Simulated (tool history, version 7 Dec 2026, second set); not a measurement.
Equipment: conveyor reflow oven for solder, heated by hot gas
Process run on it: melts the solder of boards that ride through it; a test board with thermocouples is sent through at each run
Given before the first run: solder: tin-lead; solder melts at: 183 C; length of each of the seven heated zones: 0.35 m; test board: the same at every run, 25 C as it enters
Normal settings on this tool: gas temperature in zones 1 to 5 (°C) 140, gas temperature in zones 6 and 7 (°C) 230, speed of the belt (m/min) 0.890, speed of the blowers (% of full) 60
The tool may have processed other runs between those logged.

run,hour,gas temperature in zones 1 to 5 (°C),gas temperature in zones 6 and 7 (°C),speed of the belt (m/min),speed of the blowers (% of full),highest temperature of the board (°C),time above the solder's melting point (s)
1,0.0,140,230,0.890,60,212.3,33.5
2,27.4,140,230,0.890,60,213.1,32.8
3,41.8,140,230,0.890,60,213.3,33.6
4,64.9,140,230,0.890,60,212.5,32.8
5,89.1,140,230,0.978,60,209.3,27.7
6,118.2,140,230,0.716,60,219.0,46.2
7,142.5,140,230,0.716,60,220.1,46.0
8,171.1,140,230,0.890,60,212.4,33.2
9,198.4,140,230,0.890,80,217.7,36.6
10,216.8,140,230,0.890,80,217.8,36.0
11,233.1,140,230,0.890,80,217.6,36.1
12,263.6,140,230,0.890,80,218.3,36.1
13,276.8,140,230,0.890,70,215.6,35.2
14,302.5,140,230,0.890,70,215.2,35.9
15,321.0,140,230,0.890,70,215.0,34.4
16,342.2,140,230,0.890,70,215.2,34.0
17,357.8,140,230,0.890,70,215.7,34.9
# hour 376.9: flux residue cleaned out of gas plates and filters
18,379.4,140,232,0.817,66,221.1,41.3
19,410.0,140,232,0.817,66,220.6,40.6
20,435.2,140,232,0.817,66,220.4,41.4
21,454.6,140,232,0.817,66,219.8,40.9
22,483.6,140,232,0.817,66,219.7,41.0
23,498.0,140,235,0.890,60,218.0,36.1
24,523.0,140,235,0.890,60,218.9,35.8
25,542.1,140,235,0.890,60,218.5,36.3
26,560.3,140,235,0.890,60,218.5,36.5
27,581.3,140,235,0.890,60,218.0,36.2
28,601.0,140,235,0.890,60,218.1,35.6
29,617.9,140,235,0.890,60,216.8,35.3
30,643.1,140,235,0.890,60,218.0,36.0
31,657.8,140,233,1.002,54,209.6,26.1

How would selected steps in highest temperature of the board (°C) from run to run divide? Give the signed amount a tool lacking its hidden state would still show from settings, what came in and random variation, and the signed amount left for the hidden state, including any gauge scatter that is not in both of the compared results.
Unlogged tool condition in this case: heat that the gas passes to the board, % of a clean oven's; belt's true speed, % of the reading; true gas temperature in zones 6 and 7 over the reading, C; drift of the gauge itself on peak_c, C; drift of the gauge itself on liquid_s, %.
Run 5 -> 6: speed of the belt (m/min) 0.978 -> 0.716. highest temperature of the board (°C) +9.7: hidden state +0.7, all else +9.0.
Run 7 -> 8: speed of the belt (m/min) 0.716 -> 0.890. highest temperature of the board (°C) -7.7: hidden state -0.5, all else -7.2.
Run 17 -> 18: gas temperature in zones 6 and 7 (°C) 230 -> 232, speed of the belt (m/min) 0.890 -> 0.817, speed of the blowers (% of full) 70 -> 66, flux residue cleaned out of gas plates and filters. highest temperature of the board (°C) +5.4: hidden state +2.2, all else +3.2.
Run 30 -> 31: gas temperature in zones 6 and 7 (°C) 235 -> 233, speed of the belt (m/min) 0.890 -> 1.002, speed of the blowers (% of full) 60 -> 54. highest temperature of the board (°C) -8.4: hidden state -0.2, all else -8.2.
